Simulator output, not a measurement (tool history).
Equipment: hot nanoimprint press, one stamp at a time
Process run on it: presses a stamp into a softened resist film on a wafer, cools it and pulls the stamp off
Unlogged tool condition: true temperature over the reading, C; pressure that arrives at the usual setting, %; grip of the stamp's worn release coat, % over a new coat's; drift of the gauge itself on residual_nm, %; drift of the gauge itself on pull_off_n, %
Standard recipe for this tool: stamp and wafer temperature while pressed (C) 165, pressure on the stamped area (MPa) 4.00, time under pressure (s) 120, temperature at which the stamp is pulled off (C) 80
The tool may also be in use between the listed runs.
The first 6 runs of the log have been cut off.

run   hour  stamp and wafer temperature while pressed (C)  pressure on the stamped area (MPa)  time under pressure (s)  temperature at which the stamp is pulled off (C)  hours of work since the thermocouple was calibrated  imprints on the stamp's release coat  hours of work since the press's seals were changed  resist left under the stamp's widest pad (angstrom)  greatest force while the stamp is pulled off (N)
  7   76.2                                            165                                4.00                       79                                                80                                                  488                                    86                                                 320                                                 1305                                               223
  8   85.6                                            165                                4.00                      120                                                80                                                  493                                   109                                                 324                                                 1139                                               230
  9   95.9                                            171                                4.00                      120                                                80                                                  498                                   133                                                 330                                                  931                                               226
 10  109.2                                            171                                4.00                      120                                                80                                                  505                                   165                                                 336                                                  930                                               233
     120.4  -- plate thermocouple calibrated
 11  127.4                                            171                                4.00                      120                                                80                                                    4                                   201                                                 344                                                  978                                               239
 12  138.4                                            165                                4.00                      120                                                88                                                    9                                   227                                                 350                                                 1191                                               190
 13  152.8                                            165                                4.00                      120                                                80                                                   17                                   261                                                 357                                                 1193                                               244
 14  160.0                                            165                                4.00                      120                                                80                                                   20                                   278                                                 361                                                 1195                                               239
 15  171.5                                            165                                4.00                      120                                                80                                                   26                                   305                                                 367                                                 1191                                               243
 16  182.0                                            165                                4.00                      120                                                80                                                   32                                   330                                                 372                                                 1194                                               240
 17  192.0                                            160                                3.44                      120                                                80                                                   37                                   354                                                 377                                                 1507                                               240
 18  203.9                                            160                                3.44                      120                                                80                                                   43                                   382                                                 383                                                 1501                                               248
 19  217.6                                            160                                4.59                       66                                                71                                                   50                                   415                                                 390                                                 1583                                               304

Run 20, settings as shown, results not yet in. Your forecast:
 20  225.1                                            164                                4.59                       66                                                75                                                   54                                   432                                                 394                                                    ?                                                 ?

{"run 20": {"resist left under the stamp's widest pad (angstrom)": 1400, "greatest force while the stamp is pulled off (N)": 280}}
Without the tool's hidden state the same run would have given resist left under the stamp's widest pad (angstrom) 1387, greatest force while the stamp is pulled off (N) 263.
